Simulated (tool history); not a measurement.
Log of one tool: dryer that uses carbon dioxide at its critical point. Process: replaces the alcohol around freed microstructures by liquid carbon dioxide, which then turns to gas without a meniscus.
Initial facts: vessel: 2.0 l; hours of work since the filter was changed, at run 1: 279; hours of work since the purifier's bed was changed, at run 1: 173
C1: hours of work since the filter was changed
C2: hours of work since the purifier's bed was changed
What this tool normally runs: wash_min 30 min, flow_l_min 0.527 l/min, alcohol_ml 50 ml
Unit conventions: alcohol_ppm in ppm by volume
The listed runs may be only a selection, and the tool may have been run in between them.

run 1 hour=0.0 | wash_min=30 flow_l_min=0.527 alcohol_ml=50 | C1=279 C2=173 | alcohol_ppm=53
run 2 hour=15.6 | wash_min=30 flow_l_min=0.527 alcohol_ml=50 | C1=288 C2=183 | alcohol_ppm=67
run 3 hour=27.0 | wash_min=30 flow_l_min=0.527 alcohol_ml=50 | C1=295 C2=189 | alcohol_ppm=58
run 4 hour=40.2 | wash_min=30 flow_l_min=0.527 alcohol_ml=50 | C1=303 C2=197 | alcohol_ppm=56
run 5 hour=53.3 | wash_min=30 flow_l_min=0.523 alcohol_ml=50 | C1=310 C2=205 | alcohol_ppm=54
run 6 hour=65.1 | wash_min=30 flow_l_min=0.523 alcohol_ml=50 | C1=317 C2=211 | alcohol_ppm=64
run 7 hour=74.3 | wash_min=30 flow_l_min=0.523 alcohol_ml=50 | C1=323 C2=217 | alcohol_ppm=61
run 8 hour=95.7 | wash_min=30 flow_l_min=0.523 alcohol_ml=50 | C1=335 C2=229 | alcohol_ppm=56
run 9 hour=116.3 | wash_min=30 flow_l_min=0.523 alcohol_ml=50 | C1=347 C2=241 | alcohol_ppm=61
run 10 hour=134.1 | wash_min=30 flow_l_min=0.523 alcohol_ml=50 | C1=358 C2=252 | alcohol_ppm=71
run 11 hour=154.6 | wash_min=30 flow_l_min=0.527 alcohol_ml=81 | C1=369 C2=264 | alcohol_ppm=83
run 12 hour=177.2 | wash_min=30 flow_l_min=0.592 alcohol_ml=50 | C1=383 C2=277 | alcohol_ppm=50
run 13 hour=199.4 | wash_min=30 flow_l_min=0.592 alcohol_ml=50 | C1=396 C2=290 | alcohol_ppm=56
run 14 hour=218.4 | wash_min=20 flow_l_min=0.527 alcohol_ml=50 | C1=407 C2=301 | alcohol_ppm=353
run 15 hour=234.9 | wash_min=30 flow_l_min=0.602 alcohol_ml=50 | C1=416 C2=310 | alcohol_ppm=51
run 16 hour=254.3 | wash_min=30 flow_l_min=0.602 alcohol_ml=50 | C1=428 C2=322 | alcohol_ppm=48
run 17 hour=274.6 | wash_min=30 flow_l_min=0.602 alcohol_ml=50 | C1=439 C2=334 | alcohol_ppm=56
run 18 hour=292.8 | wash_min=30 flow_l_min=0.527 alcohol_ml=49 | C1=450 C2=344 | alcohol_ppm=76
-- hour=305.5 inlet filter changed
run 19 hour=310.1 | wash_min=32 flow_l_min=0.527 alcohol_ml=50 | C1=3 C2=354 | alcohol_ppm=65
run 20 hour=322.0 | wash_min=32 flow_l_min=0.527 alcohol_ml=50 | C1=10 C2=361 | alcohol_ppm=59
run 21 hour=344.0 | wash_min=32 flow_l_min=0.527 alcohol_ml=50 | C1=22 C2=374 | alcohol_ppm=52
run 22 hour=354.3 | wash_min=30 flow_l_min=0.417 alcohol_ml=50 | C1=28 C2=380 | alcohol_ppm=144
run 23 hour=368.2 | wash_min=30 flow_l_min=0.417 alcohol_ml=50 | C1=37 C2=388 | alcohol_ppm=158
run 24 hour=380.9 | wash_min=23 flow_l_min=0.422 alcohol_ml=50 | C1=44 C2=395 | alcohol_ppm=408
run 25 hour=401.4 | wash_min=23 flow_l_min=0.422 alcohol_ml=50 | C1=56 C2=407 | alcohol_ppm=409
run 26 hour=417.1 | wash_min=45 flow_l_min=0.456 alcohol_ml=50 | C1=65 C2=416 | alcohol_ppm=56
run 27 hour=430.5 | wash_min=45 flow_l_min=0.724 alcohol_ml=108 | C1=73 C2=424 | alcohol_ppm=49
run 28 hour=440.0 | wash_min=23 flow_l_min=0.459 alcohol_ml=51 | C1=78 C2=430 | alcohol_ppm=301
run 29 hour=453.8 | wash_min=23 flow_l_min=0.459 alcohol_ml=51 | C1=87 C2=438 | alcohol_ppm=316
run 30 hour=475.7 | wash_min=37 flow_l_min=0.459 alcohol_ml=21 | C1=99 C2=450 | alcohol_ppm=63
run 31 hour=493.6 | wash_min=37 flow_l_min=0.459 alcohol_ml=21 | C1=110 C2=461 | alcohol_ppm=49
run 32 hour=513.5 | wash_min=37 flow_l_min=0.459 alcohol_ml=21 | C1=121 C2=472 | alcohol_ppm=70
run 33 hour=531.2 | wash_min=30 flow_l_min=0.527 alcohol_ml=108 | C1=132 C2=483 | alcohol_ppm=122
run 34 hour=552.3 | wash_min=29 flow_l_min=0.673 alcohol_ml=33 | C1=144 C2=495 | alcohol_ppm=63
run 35 hour=572.9 | wash_min=28 flow_l_min=0.369 alcohol_ml=33 | C1=156 C2=507 | alcohol_ppm=249
run 36 hour=593.9 | wash_min=36 flow_l_min=0.527 alcohol_ml=50 | C1=168 C2=519 | alcohol_ppm=69
run 37 hour=613.6 | wash_min=36 flow_l_min=0.527 alcohol_ml=50 | C1=180 C2=531 | alcohol_ppm=69
run 38 hour=625.9 | wash_min=22 flow_l_min=0.858 alcohol_ml=57 | C1=187 C2=538 | alcohol_ppm=68
run 39 hour=642.1 | wash_min=30 flow_l_min=0.665 alcohol_ml=28 | C1=196 C2=547 | alcohol_ppm=64
run 40 hour=662.2 | wash_min=31 flow_l_min=0.531 alcohol_ml=54 | C1=208 C2=559 | alcohol_ppm=86
run 41 hour=674.8 | wash_min=29 flow_l_min=0.531 alcohol_ml=85 | C1=215 C2=566 | alcohol_ppm=126
run 42 hour=691.4 | wash_min=35 flow_l_min=0.411 alcohol_ml=22 | C1=225 C2=576 | alcohol_ppm=94
run 43 hour=710.7 | wash_min=30 flow_l_min=0.411 alcohol_ml=45 | C1=236 C2=587 | alcohol_ppm=184
run 44 hour=726.0 | wash_min=26 flow_l_min=0.740 alcohol_ml=59 | C1=245 C2=596 | alcohol_ppm=74
run 45 hour=740.4 | wash_min=26 flow_l_min=0.740 alcohol_ml=59 | C1=254 C2=605 | alcohol_ppm=68
run 46 hour=759.5 | wash_min=19 flow_l_min=0.603 alcohol_ml=28 | C1=265 C2=616 | alcohol_ppm=184

Branching from run 46: 4 alternative next runs. What would each branch give?
run A hour=777.3 | wash_min=39 flow_l_min=0.527 alcohol_ml=50 | C1=275 C2=626 | alcohol_ppm=?
run B hour=777.3 | wash_min=19 flow_l_min=0.603 alcohol_ml=45 | C1=275 C2=626 | alcohol_ppm=?
run C hour=777.3 | wash_min=25 flow_l_min=0.875 alcohol_ml=50 | C1=275 C2=626 | alcohol_ppm=?
run D hour=777.3 | wash_min=20 flow_l_min=0.527 alcohol_ml=102 | C1=275 C2=626 | alcohol_ppm=?

run=A alcohol_ppm=79
run=B alcohol_ppm=244
run=C alcohol_ppm=68
run=D alcohol_ppm=661
Without the tool's unlogged condition, the same runs would have read:
run=A alcohol_ppm=12
run=B alcohol_ppm=149
run=C alcohol_ppm=0
run=D alcohol_ppm=507
